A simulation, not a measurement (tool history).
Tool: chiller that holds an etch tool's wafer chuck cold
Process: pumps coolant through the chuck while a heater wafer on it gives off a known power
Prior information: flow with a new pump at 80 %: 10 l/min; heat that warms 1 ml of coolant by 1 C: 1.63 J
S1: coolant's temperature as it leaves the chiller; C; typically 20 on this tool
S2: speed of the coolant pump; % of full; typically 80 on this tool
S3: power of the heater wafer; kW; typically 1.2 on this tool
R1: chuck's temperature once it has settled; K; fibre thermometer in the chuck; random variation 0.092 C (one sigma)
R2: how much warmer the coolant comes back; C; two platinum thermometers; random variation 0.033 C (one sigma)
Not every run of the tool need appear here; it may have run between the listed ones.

{"run": 1, "hour": 0.0, "S1": 20, "S2": 80, "S3": 1.2, "R1": 301.38, "R2": 4.88}
{"run": 2, "hour": 79.1, "S1": 20, "S2": 80, "S3": 1.2, "R1": 301.28, "R2": 4.88}
{"run": 3, "hour": 153.0, "S1": 20, "S2": 80, "S3": 1.448, "R1": 303.32, "R2": 5.9}
{"run": 4, "hour": 212.8, "S1": 20, "S2": 80, "S3": 0.762, "R1": 298.3, "R2": 3.08}
{"run": 5, "hour": 267.1, "S1": 20, "S2": 80, "S3": 0.762, "R1": 298.28, "R2": 3.1}
{"run": 6, "hour": 354.3, "S1": 20, "S2": 80, "S3": 0.762, "R1": 298.4, "R2": 3.1}
{"run": 7, "hour": 439.2, "S1": 20, "S2": 80, "S3": 0.676, "R1": 297.57, "R2": 2.8}
{"run": 8, "hour": 488.5, "S1": 20, "S2": 80, "S3": 1.2, "R1": 301.52, "R2": 5.02}
{"run": 9, "hour": 559.8, "S1": 20, "S2": 80, "S3": 1.2, "R1": 301.54, "R2": 5}
{"run": 10, "hour": 635.3, "S1": 20, "S2": 80, "S3": 1.2, "R1": 301.52, "R2": 4.93}
{"run": 11, "hour": 718.4, "S1": 20, "S2": 80, "S3": 1.2, "R1": 301.56, "R2": 4.99}
{"run": 12, "hour": 803.7, "S1": 20, "S2": 80, "S3": 1.2, "R1": 301.68, "R2": 5.04}
{"run": 13, "hour": 873.8, "S1": 20, "S2": 80, "S3": 1.2, "R1": 301.54, "R2": 5.08}
{"run": 14, "hour": 956.0, "S1": 10, "S2": 97, "S3": 1.051, "R1": 289.47, "R2": 3.7}
{"run": 15, "hour": 1061.2, "S1": 24, "S2": 63, "S3": 0.747, "R1": 303.31, "R2": 3.98}
{"run": 16, "hour": 1105.8, "S1": 11, "S2": 87, "S3": 1.292, "R1": 292.95, "R2": 5.02}
{"run": 17, "hour": 1193.5, "S1": 11, "S2": 87, "S3": 1.292, "R1": 292.97, "R2": 5.04}
{"run": 18, "hour": 1288.9, "S1": 11, "S2": 87, "S3": 1.292, "R1": 292.91, "R2": 5.06}
{"run": 19, "hour": 1388.2, "S1": 11, "S2": 87, "S3": 1.292, "R1": 293.01, "R2": 5.05}
{"run": 20, "hour": 1439.1, "S1": 21, "S2": 87, "S3": 1.292, "R1": 302.93, "R2": 5.12}
{"run": 21, "hour": 1495.4, "S1": 17, "S2": 77, "S3": 1.356, "R1": 300.24, "R2": 6.03}
{"run": 22, "hour": 1582.4, "S1": 17, "S2": 77, "S3": 1.356, "R1": 300.33, "R2": 6.13}
{"run": 23, "hour": 1660.7, "S1": 24, "S2": 77, "S3": 1.356, "R1": 308.13, "R2": 6.08}
{"run": 24, "hour": 1745.1, "S1": 24, "S2": 77, "S3": 1.356, "R1": 308.2, "R2": 6.1}
{"run": 25, "hour": 1792.7, "S1": 20, "S2": 80, "S3": 0.719, "R1": 298.96, "R2": 3.17}
{"run": 26, "hour": 1852.7, "S1": 20, "S2": 80, "S3": 0.719, "R1": 298.9, "R2": 3.11}

Between the runs listed above, the log contained 1 entry, not reproduced here. Where in the sequence does each belong, and how does what the log doesn't record of the tool's condition differ from the listed run before to the listed run after?
In the gap between runs 22 and 23: chiller's thermometer calibrated (hour 1650.8)
  heat passed by the chuck's channels, % of clean ones': 93 -> 92.8; flow at a given pump speed, % of a new pump's: 85 -> 84.8; coolant's true temperature over the reading, C: -0.86 -> -0.05
  measured value less the no-hidden-state value, R1: +0.66 -> +1.51 K; R2: +0.92 -> +0.93 C

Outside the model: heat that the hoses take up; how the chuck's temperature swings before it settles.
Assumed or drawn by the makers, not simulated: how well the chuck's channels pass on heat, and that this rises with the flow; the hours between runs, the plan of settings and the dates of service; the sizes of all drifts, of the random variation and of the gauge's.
